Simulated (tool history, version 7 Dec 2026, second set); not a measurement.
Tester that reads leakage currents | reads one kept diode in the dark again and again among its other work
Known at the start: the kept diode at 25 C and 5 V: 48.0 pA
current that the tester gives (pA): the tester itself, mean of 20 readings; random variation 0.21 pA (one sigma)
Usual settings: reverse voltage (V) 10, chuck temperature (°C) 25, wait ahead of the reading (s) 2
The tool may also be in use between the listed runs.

run,hour,reverse voltage (V),chuck temperature (°C),wait ahead of the reading (s),current that the tester gives (pA)
1,0,10,25,2,61.79
2,20.5,10,25,2,61.76
3,65.2,10,25,1.17,62.56
4,103.4,10,25,1.17,62.44
5,137.1,3.4,25,2,35.12
6,159.8,10,25,2,62.08
7,195.2,10,25,4.73,61.21
8,228.2,10,25,3.8,61.91
9,260.5,10,32,2,107.11
10,309.2,6.7,32,2,87.16
11,346.1,6.7,32,2,87.29
12,366.9,10,25,2,62.41
13,395.6,10,25,2,62.19
14,422.6,10,25,2,61.85
15,468.7,10,25,2,62.12
16,492.7,10,23,2,53.33
17,520.8,10,23,2,53.23
18,549.9,10,23,2,53.35
19,595,14.2,45,9.15,345.42

The next listed run, before its measurement:
# hour 614.7: chuck's temperature calibrated
20,624.6,1.5,32,0.8,?

Run 20 gave current that the tester gives (pA) 35.74.
Without the tool's hidden state the same run would have given current that the tester gives (pA) 48.43.
